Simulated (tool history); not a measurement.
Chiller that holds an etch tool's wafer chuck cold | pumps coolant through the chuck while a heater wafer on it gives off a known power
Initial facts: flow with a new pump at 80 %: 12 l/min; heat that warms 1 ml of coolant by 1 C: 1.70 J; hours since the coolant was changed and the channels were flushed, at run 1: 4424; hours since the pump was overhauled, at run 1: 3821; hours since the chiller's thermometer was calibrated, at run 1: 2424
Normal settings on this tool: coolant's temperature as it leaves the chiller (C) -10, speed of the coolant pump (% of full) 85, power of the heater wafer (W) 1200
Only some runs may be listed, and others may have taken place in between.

| run | day | coolant's temperature as it leaves the chiller (C) | speed of the coolant pump (% of full) | power of the heater wafer (W) | hours since the coolant was changed and the channels were flushed | hours since the pump was overhauled | hours since the chiller's thermometer was calibrated | chuck's temperature once it has settled (C) | how much warmer the coolant comes back (C) |
|---|---|---|---|---|---|---|---|---|---|
| 1 | 0.000 | -10 | 85 | 1200 | 4424 | 3821 | 2424 | -0.3 | 3.34 |
| 2 | 5.104 | -10 | 85 | 1200 | 4547 | 3943 | 2547 | -0.3 | 3.35 |
| 3 | 14.379 | -10 | 62 | 1200 | 4769 | 4166 | 2769 | 2.3 | 4.65 |
| 4 | 23.092 | -10 | 62 | 1200 | 4978 | 4375 | 2979 | 2.3 | 4.74 |
| 5 | 27.492 | -10 | 62 | 1200 | 5084 | 4481 | 3084 | 2.1 | 4.74 |
| 6 | 32.875 | -10 | 62 | 1200 | 5213 | 4610 | 3213 | 2.3 | 4.65 |
| 7 | 38.129 | -10 | 62 | 1510 | 5339 | 4736 | 3339 | 5.5 | 6.01 |
| 8 | 45.779 | -10 | 62 | 1510 | 5523 | 4919 | 3523 | 5.3 | 6.00 |
| 9 | 52.233 | -10 | 62 | 1510 | 5678 | 5074 | 3678 | 5.3 | 6.03 |
| 10 | 56.054 | -10 | 62 | 1510 | 5769 | 5166 | 3770 | 5.4 | 6.03 |
| 11 | 60.792 | -10 | 67 | 1200 | 5883 | 5280 | 3883 | 1.7 | 4.47 |
| 12 | 66.100 | -7 | 67 | 1200 | 6010 | 5407 | 4011 | 4.7 | 4.46 |
| 13 | 75.096 | -10 | 85 | 1200 | 6226 | 5623 | 4227 | -0.1 | 3.59 |
| 14 | 84.067 | -10 | 85 | 1200 | 6442 | 5838 | 4442 | -0.3 | 3.63 |
| 15 | 88.158 | -18 | 95 | 1254 | 6540 | 5937 | 4540 | -8.5 | 3.38 |
| 16 | 95.096 | -18 | 95 | 1254 | 6706 | 6103 | 4707 | -8.4 | 3.39 |
| 17 | 101.817 | -18 | 95 | 1254 | 6868 | 6264 | 4868 | -8.4 | 3.41 |
| 18 | 109.683 | -10 | 96 | 1200 | 7056 | 6453 | 5057 | -1.1 | 3.28 |
| 19 | 118.783 | -10 | 96 | 1200 | 7275 | 6672 | 5275 | -1.2 | 3.31 |
|  | 119.679 | chiller's thermometer calibrated |
| 20 | 125.938 | -6 | 63 | 919 | 7445 | 6842 | 150 | 3.3 | 3.90 |
| 21 | 131.112 | -17 | 76 | 784 | 7570 | 6966 | 274 | -10.2 | 2.89 |
| 22 | 138.442 | -17 | 76 | 784 | 7746 | 7142 | 450 | -9.9 | 2.86 |
| 23 | 144.958 | -17 | 76 | 784 | 7902 | 7299 | 607 | -10.0 | 2.90 |
|  | 148.229 | gauge calibrated |
| 24 | 148.779 | -17 | 76 | 784 | 7994 | 7391 | 698 | -9.9 | 2.41 |
| 25 | 157.942 | -11 | 76 | 917 | 8214 | 7610 | 918 | -3.1 | 2.86 |

How would selected steps in how much warmer the coolant comes back (C) from run to run divide? Give the signed amount a tool lacking its hidden state would still show from settings, what came in and random variation, and the signed amount left for the hidden state, including any gauge scatter that is not in both of the compared results.
Unlogged tool condition in this case: heat passed by the chuck's channels, % of clean ones'; flow at a given pump speed, % of a new pump's; coolant's true temperature over the reading, C; drift of the gauge itself on chuck_c, C; drift of the gauge itself on warmer_back_c, C.
Run 6 -> 7: power of the heater wafer (W) 1200 -> 1510. how much warmer the coolant comes back (C) +1.36: hidden state +0.01, all else +1.35.
Run 7 -> 8: no setting touched and nothing written in the log between the runs. how much warmer the coolant comes back (C) -0.01: hidden state +0.04, all else -0.05.
Run 10 -> 11: speed of the coolant pump (% of full) 62 -> 67, power of the heater wafer (W) 1510 -> 1200. how much warmer the coolant comes back (C) -1.56: hidden state +0.01, all else -1.57.
Run 23 -> 24: gauge calibrated. how much warmer the coolant comes back (C) -0.49: hidden state -0.48, all else -0.01.
